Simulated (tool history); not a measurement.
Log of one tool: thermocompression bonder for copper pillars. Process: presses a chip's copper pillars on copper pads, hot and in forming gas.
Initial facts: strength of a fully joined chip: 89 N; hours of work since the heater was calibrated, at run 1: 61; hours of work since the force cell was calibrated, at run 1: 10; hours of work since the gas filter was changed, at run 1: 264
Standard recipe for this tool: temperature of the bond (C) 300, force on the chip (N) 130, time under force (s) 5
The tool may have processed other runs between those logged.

run,day,temperature of the bond (C),force on the chip (N),time under force (s),hours of work since the heater was calibrated,hours of work since the force cell was calibrated,hours of work since the gas filter was changed,force that shears a chip off (N)
1,0,300,130,5,61,10,264,52.4
2,1.017,300,184,5,79,28,282,58.8
# day 1.308: forming gas filter changed
3,2.225,300,184,5,99,48,16,59.9
4,3.888,300,130,5,128,77,45,52
5,4.846,300,130,5,144,93,61,51.7
6,6.9,300,130,5,180,129,97,52.2
7,8.896,300,130,5,214,164,131,53.6
8,10.95,300,130,5,250,199,167,50.6
9,12.146,300,130,5,271,220,188,51.9
10,13.579,300,130,5,296,245,212,53.1
11,14.479,300,130,5,311,260,228,53
12,15.833,272,130,5,335,284,251,39.3
13,17.133,272,130,5,357,306,274,39.6
# day 17.883: forming gas filter changed
14,18.258,300,130,5,376,325,7,52.6
15,19.717,300,147,5,401,351,32,53.8
16,21.167,300,130,5,427,376,57,51.3
17,22.083,300,130,5,442,392,73,52.2
18,23.246,300,130,5,463,412,93,51.5
19,25.108,300,130,5,495,444,125,52.3
20,26.633,300,130,5,521,470,152,53.3
21,28.108,319,96,5,547,496,177,52.9
22,29.792,319,96,5,576,525,206,52.2
23,31.367,300,95,11,603,552,233,57.3
24,32.988,300,95,11,631,580,262,58.7
# day 34.525: forming gas filter changed
25,34.554,272,179,10,658,607,1,57.1
26,36.512,301,130,3,692,641,34,44.1
27,37.721,301,130,3,713,662,55,44
28,38.971,301,173,8,734,684,77,66.1
29,40.35,301,173,8,758,707,101,65.6
30,41.617,301,173,8,780,729,123,66.3
31,43.583,305,89,8,814,763,157,54.6
32,45.462,305,89,8,847,796,189,53.1
33,46.438,305,143,8,864,813,206,63.6
34,47.608,300,108,4,884,833,226,44.6
35,49.2,300,130,6,911,861,254,54.7
36,50.471,306,130,11,933,883,276,66.5
# day 51.25: forming gas filter changed
37,52.012,324,80,7,960,909,13,57.4
38,54.058,300,98,5,995,944,49,45.7

Forecast run 39:
39,55.575,300,130,6,1022,971,75,?

{"run 39": {"force that shears a chip off (N)": 54.4}}
Had the tool carried no hidden state, the very same run would have given force that shears a chip off (N) 54.7.
